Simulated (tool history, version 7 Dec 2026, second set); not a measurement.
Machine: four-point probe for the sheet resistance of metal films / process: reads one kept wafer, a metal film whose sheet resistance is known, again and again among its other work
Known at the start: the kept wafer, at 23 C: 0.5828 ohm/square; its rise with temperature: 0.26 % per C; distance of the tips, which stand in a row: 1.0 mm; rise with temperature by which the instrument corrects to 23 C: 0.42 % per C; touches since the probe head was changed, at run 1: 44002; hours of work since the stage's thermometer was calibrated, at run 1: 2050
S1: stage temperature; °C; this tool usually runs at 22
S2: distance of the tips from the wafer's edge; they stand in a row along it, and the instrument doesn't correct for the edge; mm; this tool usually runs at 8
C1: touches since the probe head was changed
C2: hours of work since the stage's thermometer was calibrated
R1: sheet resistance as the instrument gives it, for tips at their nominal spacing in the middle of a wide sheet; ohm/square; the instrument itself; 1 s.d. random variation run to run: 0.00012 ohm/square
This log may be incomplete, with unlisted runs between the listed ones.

{"run": 1, "hour": 0.0, "S1": 22, "S2": 8, "C1": 44002, "C2": 2050, "R1": 0.585747}
{"run": 2, "hour": 132.0, "S1": 22, "S2": 8, "C1": 45283, "C2": 2103, "R1": 0.585327}
{"run": 3, "hour": 203.3, "S1": 22, "S2": 8, "C1": 45975, "C2": 2132, "R1": 0.585109}
{"run": 4, "hour": 324.6, "S1": 22, "S2": 8, "C1": 47152, "C2": 2180, "R1": 0.585284}
{"run": 5, "hour": 412.8, "S1": 22, "S2": 8, "C1": 48009, "C2": 2215, "R1": 0.585178}
{"run": 6, "hour": 531.1, "S1": 22, "S2": 59, "C1": 49157, "C2": 2263, "R1": 0.580272}
{"run": 7, "hour": 634.1, "S1": 22, "S2": 59, "C1": 50158, "C2": 2304, "R1": 0.580399}
{"hour": 662.4, "done": "stage's thermometer calibrated"}
{"run": 8, "hour": 716.9, "S1": 22, "S2": 59, "C1": 50956, "C2": 22, "R1": 0.57892}
{"run": 9, "hour": 834.0, "S1": 22, "S2": 59, "C1": 52093, "C2": 69, "R1": 0.578754}
{"run": 10, "hour": 930.1, "S1": 22, "S2": 59, "C1": 53026, "C2": 107, "R1": 0.578864}
{"run": 11, "hour": 1032.7, "S1": 22, "S2": 59, "C1": 54021, "C2": 148, "R1": 0.578919}
{"run": 12, "hour": 1159.5, "S1": 22, "S2": 6, "C1": 55253, "C2": 199, "R1": 0.587023}
{"run": 13, "hour": 1306.0, "S1": 22, "S2": 6, "C1": 56675, "C2": 258, "R1": 0.58714}
{"run": 14, "hour": 1367.9, "S1": 22, "S2": 6, "C1": 57276, "C2": 282, "R1": 0.587069}
{"run": 15, "hour": 1477.3, "S1": 22, "S2": 6, "C1": 58338, "C2": 326, "R1": 0.586893}
{"run": 16, "hour": 1600.0, "S1": 22, "S2": 6, "C1": 59529, "C2": 375, "R1": 0.58684}
{"run": 17, "hour": 1685.4, "S1": 22, "S2": 38, "C1": 60358, "C2": 409, "R1": 0.578558}
{"hour": 1816.6, "done": "new probe head fitted"}
{"run": 18, "hour": 1829.7, "S1": 22, "S2": 38, "C1": 127, "C2": 467, "R1": 0.584916}
{"run": 19, "hour": 1977.1, "S1": 22, "S2": 38, "C1": 1558, "C2": 526, "R1": 0.584912}
{"run": 20, "hour": 2091.0, "S1": 22, "S2": 38, "C1": 2663, "C2": 571, "R1": 0.584844}
{"run": 21, "hour": 2225.3, "S1": 22, "S2": 8, "C1": 3966, "C2": 625, "R1": 0.589281}
{"run": 22, "hour": 2323.3, "S1": 22, "S2": 8, "C1": 4918, "C2": 664, "R1": 0.589518}
{"run": 23, "hour": 2441.1, "S1": 22, "S2": 8, "C1": 6061, "C2": 711, "R1": 0.589341}
{"run": 24, "hour": 2501.0, "S1": 22, "S2": 70, "C1": 6643, "C2": 735, "R1": 0.58454}
{"run": 25, "hour": 2638.4, "S1": 28, "S2": 8, "C1": 7977, "C2": 790, "R1": 0.583841}
{"run": 26, "hour": 2721.8, "S1": 23, "S2": 5, "C1": 8787, "C2": 824, "R1": 0.59579}
{"run": 27, "hour": 2852.2, "S1": 33, "S2": 25, "C1": 10052, "C2": 876, "R1": 0.57486}
{"run": 28, "hour": 2991.1, "S1": 20, "S2": 5, "C1": 11401, "C2": 931, "R1": 0.598261}
{"run": 29, "hour": 3098.8, "S1": 20, "S2": 5, "C1": 12447, "C2": 975, "R1": 0.598352}
{"run": 30, "hour": 3185.2, "S1": 29, "S2": 20, "C1": 13285, "C2": 1009, "R1": 0.578503}
{"run": 31, "hour": 3256.2, "S1": 29, "S2": 20, "C1": 13974, "C2": 1037, "R1": 0.578576}
{"run": 32, "hour": 3355.8, "S1": 29, "S2": 20, "C1": 14941, "C2": 1077, "R1": 0.578314}
{"run": 33, "hour": 3476.5, "S1": 23, "S2": 19, "C1": 16113, "C2": 1126, "R1": 0.583807}
{"run": 34, "hour": 3565.0, "S1": 19, "S2": 17, "C1": 16973, "C2": 1161, "R1": 0.587836}
{"run": 35, "hour": 3677.1, "S1": 19, "S2": 17, "C1": 18060, "C2": 1206, "R1": 0.587897}
{"run": 36, "hour": 3788.1, "S1": 28, "S2": 63, "C1": 19138, "C2": 1250, "R1": 0.578129}
{"run": 37, "hour": 3856.8, "S1": 20, "S2": 8, "C1": 19805, "C2": 1278, "R1": 0.590363}
{"run": 38, "hour": 3927.1, "S1": 29, "S2": 8, "C1": 20487, "C2": 1306, "R1": 0.582039}
{"run": 39, "hour": 4001.2, "S1": 23, "S2": 4, "C1": 21206, "C2": 1336, "R1": 0.601629}
{"run": 40, "hour": 4076.4, "S1": 23, "S2": 4, "C1": 21936, "C2": 1366, "R1": 0.601591}
{"run": 41, "hour": 4166.7, "S1": 23, "S2": 4, "C1": 22813, "C2": 1402, "R1": 0.601698}
{"run": 42, "hour": 4242.8, "S1": 32, "S2": 11, "C1": 23552, "C2": 1432, "R1": 0.577212}
{"run": 43, "hour": 4323.0, "S1": 32, "S2": 11, "C1": 24330, "C2": 1464, "R1": 0.576735}
{"run": 44, "hour": 4401.2, "S1": 20, "S2": 27, "C1": 25089, "C2": 1496, "R1": 0.585782}
{"run": 45, "hour": 4507.9, "S1": 23, "S2": 13, "C1": 26125, "C2": 1538, "R1": 0.584274}

Per-run results on a tool with no hidden state, each run keeping its own random variation:
The hidden state here: inner tips' distance over the nominal, %; tips' flats over new ones', %; wafer's true temperature over the reading, C; drift of the gauge itself on sheet_ohm, %.
run=1 R1=0.588909
run=2 R1=0.588560
run=3 R1=0.588387
run=4 R1=0.588636
run=5 R1=0.588587
run=6 R1=0.583731
run=7 R1=0.583918
run=8 R1=0.583743
run=9 R1=0.583643
run=10 R1=0.583819
run=11 R1=0.583931
run=12 R1=0.592173
run=13 R1=0.592385
run=14 R1=0.592352
run=15 R1=0.592234
run=16 R1=0.592250
run=17 R1=0.583947
run=18 R1=0.583825
run=19 R1=0.583912
run=20 R1=0.583917
run=21 R1=0.588426
run=22 R1=0.588714
run=23 R1=0.588612
run=24 R1=0.583850
run=25 R1=0.583235
run=26 R1=0.595220
run=27 R1=0.574393
run=28 R1=0.597854
run=29 R1=0.598004
run=30 R1=0.578224
run=31 R1=0.578339
run=32 R1=0.578134
run=33 R1=0.583686
run=34 R1=0.587761
run=35 R1=0.587890
run=36 R1=0.578203
run=37 R1=0.590465
run=38 R1=0.582196
run=39 R1=0.601820
run=40 R1=0.601826
run=41 R1=0.601988
run=42 R1=0.577549
run=43 R1=0.577126
run=44 R1=0.586203
run=45 R1=0.584760

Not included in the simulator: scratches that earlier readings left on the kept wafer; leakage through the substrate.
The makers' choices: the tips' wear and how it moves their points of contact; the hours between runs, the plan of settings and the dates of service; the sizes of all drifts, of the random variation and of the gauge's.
